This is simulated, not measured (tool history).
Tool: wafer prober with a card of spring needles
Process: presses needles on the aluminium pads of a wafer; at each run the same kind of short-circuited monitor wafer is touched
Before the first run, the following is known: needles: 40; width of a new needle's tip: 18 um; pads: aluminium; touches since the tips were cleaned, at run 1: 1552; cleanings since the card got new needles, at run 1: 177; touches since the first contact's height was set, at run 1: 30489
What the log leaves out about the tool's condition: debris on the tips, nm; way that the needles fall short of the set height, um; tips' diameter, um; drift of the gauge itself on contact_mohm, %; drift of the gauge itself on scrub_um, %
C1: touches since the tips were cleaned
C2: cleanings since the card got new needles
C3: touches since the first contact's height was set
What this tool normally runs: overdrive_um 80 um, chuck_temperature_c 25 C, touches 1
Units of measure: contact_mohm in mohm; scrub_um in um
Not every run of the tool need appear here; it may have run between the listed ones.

run 1 hour=0 | overdrive_um=80 chuck_temperature_c=25 touches=1 | C1=1552 C2=177 C3=30489 | contact_mohm=253 scrub_um=9.95
-- hour=4.9 tips cleaned on abrasive film
-- hour=13.1 tips cleaned on abrasive film
-- hour=19.6 tips cleaned on abrasive film
-- hour=27.7 tips cleaned on abrasive film
-- hour=35.8 tips cleaned on abrasive film
run 2 hour=36 | overdrive_um=80 chuck_temperature_c=25 touches=1 | C1=75 C2=182 C3=48211 | contact_mohm=252 scrub_um=9.86
-- hour=42.5 tips cleaned on abrasive film
-- hour=50.6 tips cleaned on abrasive film
-- hour=58.8 tips cleaned on abrasive film
-- hour=65.3 tips cleaned on abrasive film
run 3 hour=67.5 | overdrive_um=80 chuck_temperature_c=25 touches=1 | C1=1117 C2=186 C3=63795 | contact_mohm=256 scrub_um=9.86
-- hour=72.5 tips cleaned on abrasive film
-- hour=80.6 tips cleaned on abrasive film
-- hour=87.1 tips cleaned on abrasive film
-- hour=95.3 tips cleaned on abrasive film
run 4 hour=96.4 | overdrive_um=83 chuck_temperature_c=25 touches=1 | C1=579 C2=190 C3=78035 | contact_mohm=255 scrub_um=10.25
-- hour=103 tips cleaned on abrasive film
-- hour=111.1 tips cleaned on abrasive film
run 5 hour=112.6 | overdrive_um=83 chuck_temperature_c=25 touches=1 | C1=740 C2=192 C3=86010 | contact_mohm=252 scrub_um=10.26
-- hour=119.1 tips cleaned on abrasive film
-- hour=127.2 tips cleaned on abrasive film
-- hour=135.4 tips cleaned on abrasive film
-- hour=142.6 tips cleaned on abrasive film
run 6 hour=142.6 | overdrive_um=83 chuck_temperature_c=53 touches=1 | C1=0 C2=196 C3=100824 | contact_mohm=265 scrub_um=10.33
-- hour=150.8 tips cleaned on abrasive film
-- hour=158.9 tips cleaned on abrasive film
-- hour=167 tips cleaned on abrasive film
run 7 hour=171.7 | overdrive_um=83 chuck_temperature_c=53 touches=1 | C1=2359 C2=199 C3=115232 | contact_mohm=264 scrub_um=10.31
-- hour=175.1 tips cleaned on abrasive film
-- hour=183.2 tips cleaned on abrasive film
-- hour=190.3 tips cleaned on abrasive film
run 8 hour=190.3 | overdrive_um=80 chuck_temperature_c=25 touches=1 | C1=0 C2=202 C3=124365 | contact_mohm=251 scrub_um=9.88
-- hour=198.5 tips cleaned on abrasive film
-- hour=206.6 tips cleaned on abrasive film
-- hour=206.9 height of the first contact set anew
-- hour=215 tips cleaned on abrasive film
run 9 hour=218.2 | overdrive_um=80 chuck_temperature_c=25 touches=1 | C1=1597 C2=205 C3=5601 | contact_mohm=256 scrub_um=9.9
-- hour=223.1 tips cleaned on abrasive film
-- hour=231.3 tips cleaned on abrasive film
-- hour=239.4 tips cleaned on abrasive film
run 10 hour=239.9 | overdrive_um=80 chuck_temperature_c=25 touches=1 | C1=260 C2=208 C3=16310 | contact_mohm=253 scrub_um=9.87
-- hour=246.5 tips cleaned on abrasive film
-- hour=253 tips cleaned on abrasive film
-- hour=261.1 tips cleaned on abrasive film
-- hour=269.1 tips cleaned on abrasive film
run 11 hour=269.1 | overdrive_um=80 chuck_temperature_c=25 touches=1 | C1=0 C2=212 C3=30705 | contact_mohm=256 scrub_um=9.87
-- hour=277.3 tips cleaned on abrasive film
-- hour=285.4 tips cleaned on abrasive film
-- hour=291.9 tips cleaned on abrasive film
-- hour=300.1 tips cleaned on abrasive film
-- hour=307.1 tips cleaned on abrasive film
run 12 hour=307.1 | overdrive_um=80 chuck_temperature_c=25 touches=1 | C1=0 C2=217 C3=49418 | contact_mohm=256 scrub_um=9.92
-- hour=315.2 tips cleaned on abrasive film
-- hour=323.3 tips cleaned on abrasive film
-- hour=331.5 tips cleaned on abrasive film
run 13 hour=336.9 | overdrive_um=80 chuck_temperature_c=25 touches=1 | C1=2719 C2=220 C3=64191 | contact_mohm=257 scrub_um=9.89
-- hour=338.6 tips cleaned on abrasive film
-- hour=346.8 tips cleaned on abrasive film
-- hour=354.9 tips cleaned on abrasive film
-- hour=363 tips cleaned on abrasive film
run 14 hour=368.1 | overdrive_um=99 chuck_temperature_c=25 touches=1 | C1=2526 C2=224 C3=79575 | contact_mohm=248 scrub_um=12.23
-- hour=369.8 tips cleaned on abrasive film
-- hour=378 tips cleaned on abrasive film
-- hour=386 tips cleaned on abrasive film
run 15 hour=392.3 | overdrive_um=94 chuck_temperature_c=97 touches=1 | C1=3114 C2=227 C3=91501 | contact_mohm=273 scrub_um=11.61
-- hour=394 tips cleaned on abrasive film
-- hour=400.5 tips cleaned on abrasive film
-- hour=408.6 tips cleaned on abrasive film
-- hour=416.8 tips cleaned on abrasive film
-- hour=424.9 tips cleaned on abrasive film
run 16 hour=424.9 | overdrive_um=61 chuck_temperature_c=25 touches=1 | C1=0 C2=232 C3=107560 | contact_mohm=260 scrub_um=7.56
-- hour=431.4 tips cleaned on abrasive film
-- hour=439.6 tips cleaned on abrasive film
run 17 hour=445 | overdrive_um=62 chuck_temperature_c=25 touches=1 | C1=2720 C2=234 C3=117515 | contact_mohm=258 scrub_um=7.69
-- hour=446.7 tips cleaned on abrasive film
-- hour=454.9 tips cleaned on abrasive film
-- hour=463 tips cleaned on abrasive film
-- hour=471.1 tips cleaned on abrasive film
-- hour=476.3 height of the first contact set anew
-- hour=479.5 tips cleaned on abrasive film
run 18 hour=481.9 | overdrive_um=86 chuck_temperature_c=58 touches=1 | C1=1197 C2=239 C3=2776 | contact_mohm=264 scrub_um=10.61
-- hour=486.8 tips cleaned on abrasive film
-- hour=495 tips cleaned on abrasive film
-- hour=503.1 tips cleaned on abrasive film
run 19 hour=503.1 | overdrive_um=66 chuck_temperature_c=58 touches=1 | C1=14 C2=242 C3=13239 | contact_mohm=266 scrub_um=8.15
-- hour=511.2 tips cleaned on abrasive film
-- hour=519.3 tips cleaned on abrasive film
-- hour=527.5 tips cleaned on abrasive film
-- hour=535.6 tips cleaned on abrasive film
run 20 hour=540.2 | overdrive_um=81 chuck_temperature_c=44 touches=1 | C1=2292 C2=246 C3=31551 | contact_mohm=259 scrub_um=9.96
-- hour=543.5 tips cleaned on abrasive film
-- hour=551.6 tips cleaned on abrasive film
run 21 hour=555.8 | overdrive_um=65 chuck_temperature_c=115 touches=2 | C1=2090 C2=248 C3=39267 | contact_mohm=283 scrub_um=8.06
-- hour=559.1 tips cleaned on abrasive film
-- hour=567.3 tips cleaned on abrasive film
-- hour=575.4 tips cleaned on abrasive film
-- hour=583.5 tips cleaned on abrasive film
-- hour=590.2 tips cleaned on abrasive film
run 22 hour=590.2 | overdrive_um=64 chuck_temperature_c=25 touches=1 | C1=0 C2=253 C3=56185 | contact_mohm=255 scrub_um=7.93
-- hour=598.3 tips cleaned on abrasive film
-- hour=606.4 tips cleaned on abrasive film
-- hour=613 tips cleaned on abrasive film
run 23 hour=617.3 | overdrive_um=64 chuck_temperature_c=25 touches=1 | C1=2185 C2=256 C3=69623 | contact_mohm=257 scrub_um=7.92
-- hour=620.7 tips cleaned on abrasive film
-- hour=628.8 tips cleaned on abrasive film
-- hour=636.9 tips cleaned on abrasive film
run 24 hour=638 | overdrive_um=80 chuck_temperature_c=25 touches=2 | C1=538 C2=259 C3=79806 | contact_mohm=256 scrub_um=9.88
-- hour=644.6 tips cleaned on abrasive film
-- hour=652.7 tips cleaned on abrasive film
-- hour=660.8 tips cleaned on abrasive film
-- hour=669 tips cleaned on abrasive film
run 25 hour=671 | overdrive_um=75 chuck_temperature_c=25 touches=2 | C1=988 C2=263 C3=96066 | contact_mohm=257 scrub_um=9.29
-- hour=675.9 tips cleaned on abrasive film
-- hour=682.4 tips cleaned on abrasive film
-- hour=690.5 tips cleaned on abrasive film
-- hour=698.7 tips cleaned on abrasive film
-- hour=706.8 tips cleaned on abrasive film
run 26 hour=709.6 | overdrive_um=61 chuck_temperature_c=52 touches=1 | C1=1398 C2=268 C3=115129 | contact_mohm=264 scrub_um=7.52
-- hour=714.5 tips cleaned on abrasive film
-- hour=722.7 tips cleaned on abrasive film
-- hour=730.8 tips cleaned on abrasive film
run 27 hour=734.5 | overdrive_um=61 chuck_temperature_c=52 touches=1 | C1=1854 C2=271 C3=127423 | contact_mohm=266 scrub_um=7.57
-- hour=737.8 tips cleaned on abrasive film
-- hour=744.3 tips cleaned on abrasive film
-- hour=744.6 height of the first contact set anew
-- hour=752.8 tips cleaned on abrasive film
-- hour=760.9 tips cleaned on abrasive film
run 28 hour=761.3 | overdrive_um=61 chuck_temperature_c=52 touches=1 | C1=181 C2=275 C3=8218 | contact_mohm=268 scrub_um=7.51

What differs in the tool's unlogged condition from the final listed run ahead of each entry between runs to the first listed run following it?
From run 1 to run 2: tips cleaned on abrasive film (hour 4.9); tips cleaned on abrasive film (hour 13.1); tips cleaned on abrasive film (hour 19.6); tips cleaned on abrasive film (hour 27.7); tips cleaned on abrasive film (hour 35.8)
  debris on the tips, nm: 0.7 -> 0.1
From run 2 to run 3: tips cleaned on abrasive film (hour 42.5); tips cleaned on abrasive film (hour 50.6); tips cleaned on abrasive film (hour 58.8); tips cleaned on abrasive film (hour 65.3)
  debris on the tips, nm: 0.1 -> 0.5
From run 3 to run 4: tips cleaned on abrasive film (hour 72.5); tips cleaned on abrasive film (hour 80.6); tips cleaned on abrasive film (hour 87.1); tips cleaned on abrasive film (hour 95.3)
  debris on the tips, nm: 0.5 -> 0.4; way that the needles fall short of the set height, um: 0.01 -> 0.02
From run 4 to run 5: tips cleaned on abrasive film (hour 103); tips cleaned on abrasive film (hour 111.1)
  the hidden state is the same at both runs
From run 5 to run 6: tips cleaned on abrasive film (hour 119.1); tips cleaned on abrasive film (hour 127.2); tips cleaned on abrasive film (hour 135.4); tips cleaned on abrasive film (hour 142.6)
  debris on the tips, nm: 0.4 -> 0.1; tips' diameter, um: 18.05 -> 18.06
From run 6 to run 7: tips cleaned on abrasive film (hour 150.8); tips cleaned on abrasive film (hour 158.9); tips cleaned on abrasive film (hour 167)
  debris on the tips, nm: 0.1 -> 0.9
From run 7 to run 8: tips cleaned on abrasive film (hour 175.1); tips cleaned on abrasive film (hour 183.2); tips cleaned on abrasive film (hour 190.3)
  debris on the tips, nm: 0.9 -> 0.1; way that the needles fall short of the set height, um: 0.02 -> 0.03
From run 8 to run 9: tips cleaned on abrasive film (hour 198.5); tips cleaned on abrasive film (hour 206.6); height of the first contact set anew (hour 206.9); tips cleaned on abrasive film (hour 215)
  debris on the tips, nm: 0.1 -> 0.6; way that the needles fall short of the set height, um: 0.03 -> 0
From run 9 to run 10: tips cleaned on abrasive film (hour 223.1); tips cleaned on abrasive film (hour 231.3); tips cleaned on abrasive film (hour 239.4)
  debris on the tips, nm: 0.6 -> 0.2
From run 10 to run 11: tips cleaned on abrasive film (hour 246.5); tips cleaned on abrasive film (hour 253); tips cleaned on abrasive film (hour 261.1); tips cleaned on abrasive film (hour 269.1)
  debris on the tips, nm: 0.2 -> 0.1; way that the needles fall short of the set height, um: 0 -> 0.01
From run 11 to run 12: tips cleaned on abrasive film (hour 277.3); tips cleaned on abrasive film (hour 285.4); tips cleaned on abrasive film (hour 291.9); tips cleaned on abrasive film (hour 300.1); tips cleaned on abrasive film (hour 307.1)
  the hidden state is the same at both runs
From run 12 to run 13: tips cleaned on abrasive film (hour 315.2); tips cleaned on abrasive film (hour 323.3); tips cleaned on abrasive film (hour 331.5)
  debris on the tips, nm: 0.1 -> 1
From run 13 to run 14: tips cleaned on abrasive film (hour 338.6); tips cleaned on abrasive film (hour 346.8); tips cleaned on abrasive film (hour 354.9); tips cleaned on abrasive film (hour 363)
  debris on the tips, nm: 1 -> 0.8; way that the needles fall short of the set height, um: 0.01 -> 0.02
From run 14 to run 15: tips cleaned on abrasive film (hour 369.8); tips cleaned on abrasive film (hour 378); tips cleaned on abrasive film (hour 386)
  debris on the tips, nm: 0.8 -> 1
From run 15 to run 16: tips cleaned on abrasive film (hour 394); tips cleaned on abrasive film (hour 400.5); tips cleaned on abrasive film (hour 408.6); tips cleaned on abrasive film (hour 416.8); tips cleaned on abrasive film (hour 424.9)
  debris on the tips, nm: 1 -> 0.1
From run 16 to run 17: tips cleaned on abrasive film (hour 431.4); tips cleaned on abrasive film (hour 439.6)
  debris on the tips, nm: 0.1 -> 1; tips' diameter, um: 18.06 -> 18.07
From run 17 to run 18: tips cleaned on abrasive film (hour 446.7); tips cleaned on abrasive film (hour 454.9); tips cleaned on abrasive film (hour 463); tips cleaned on abrasive film (hour 471.1); height of the first contact set anew (hour 476.3); tips cleaned on abrasive film (hour 479.5)
  debris on the tips, nm: 1 -> 0.5; way that the needles fall short of the set height, um: 0.02 -> 0
From run 18 to run 19: tips cleaned on abrasive film (hour 486.8); tips cleaned on abrasive film (hour 495); tips cleaned on abrasive film (hour 503.1)
  debris on the tips, nm: 0.5 -> 0.1
From run 19 to run 20: tips cleaned on abrasive film (hour 511.2); tips cleaned on abrasive film (hour 519.3); tips cleaned on abrasive film (hour 527.5); tips cleaned on abrasive film (hour 535.6)
  debris on the tips, nm: 0.1 -> 1; way that the needles fall short of the set height, um: 0 -> 0.01
From run 20 to run 21: tips cleaned on abrasive film (hour 543.5); tips cleaned on abrasive film (hour 551.6)
  debris on the tips, nm: 1 -> 0.8
From run 21 to run 22: tips cleaned on abrasive film (hour 559.1); tips cleaned on abrasive film (hour 567.3); tips cleaned on abrasive film (hour 575.4); tips cleaned on abrasive film (hour 583.5); tips cleaned on abrasive film (hour 590.2)
  debris on the tips, nm: 0.8 -> 0.1
From run 22 to run 23: tips cleaned on abrasive film (hour 598.3); tips cleaned on abrasive film (hour 606.4); tips cleaned on abrasive film (hour 613)
  debris on the tips, nm: 0.1 -> 0.8
From run 23 to run 24: tips cleaned on abrasive film (hour 620.7); tips cleaned on abrasive film (hour 628.8); tips cleaned on abrasive film (hour 636.9)
  debris on the tips, nm: 0.8 -> 0.3; way that the needles fall short of the set height, um: 0.01 -> 0.02
From run 24 to run 25: tips cleaned on abrasive film (hour 644.6); tips cleaned on abrasive film (hour 652.7); tips cleaned on abrasive film (hour 660.8); tips cleaned on abrasive film (hour 669)
  debris on the tips, nm: 0.3 -> 0.5
From run 25 to run 26: tips cleaned on abrasive film (hour 675.9); tips cleaned on abrasive film (hour 682.4); tips cleaned on abrasive film (hour 690.5); tips cleaned on abrasive film (hour 698.7); tips cleaned on abrasive film (hour 706.8)
  debris on the tips, nm: 0.5 -> 0.7
From run 26 to run 27: tips cleaned on abrasive film (hour 714.5); tips cleaned on abrasive film (hour 722.7); tips cleaned on abrasive film (hour 730.8)
  debris on the tips, nm: 0.7 -> 0.8; way that the needles fall short of the set height, um: 0.02 -> 0.03; tips' diameter, um: 18.07 -> 18.08
From run 27 to run 28: tips cleaned on abrasive film (hour 737.8); tips cleaned on abrasive film (hour 744.3); height of the first contact set anew (hour 744.6); tips cleaned on abrasive film (hour 752.8); tips cleaned on abrasive film (hour 760.9)
  debris on the tips, nm: 0.8 -> 0.2; way that the needles fall short of the set height, um: 0.03 -> 0
